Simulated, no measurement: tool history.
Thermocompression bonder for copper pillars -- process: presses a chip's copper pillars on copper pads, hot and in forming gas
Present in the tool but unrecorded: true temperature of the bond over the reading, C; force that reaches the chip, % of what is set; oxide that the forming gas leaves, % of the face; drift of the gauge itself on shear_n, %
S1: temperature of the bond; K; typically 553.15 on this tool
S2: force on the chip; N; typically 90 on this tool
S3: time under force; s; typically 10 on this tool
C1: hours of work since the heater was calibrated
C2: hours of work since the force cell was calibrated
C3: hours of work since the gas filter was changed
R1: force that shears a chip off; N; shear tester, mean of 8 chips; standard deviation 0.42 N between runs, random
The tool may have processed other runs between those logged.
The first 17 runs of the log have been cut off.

run	hour	S1	S2	S3	C1	C2	C3	R1
18	140.3	553.15	90	11	202	341	140	44.8
19	146.4	553.15	112	15	206	344	144	59.5
20	157.7	564.15	103	10	212	351	150	52.3
21	168.1	564.15	103	10	218	357	156	53.0
22	175.2	553.15	65	12	222	361	161	34.2
23	182.9	547.15	69	21	227	365	165	42.3
# hour 185.5: heater calibrated with a thermocouple chip
24	192.9	532.15	102	10	4	370	170	40.1
25	197.8	553.15	75	10	7	373	173	36.5

Estimate the outcome of run 26 from the log above:
26	208.0	555.15	112	26	13	379	179	?

R1: 68.2 N
With no hidden state in the tool, this same run would have given R1 69.6 N.
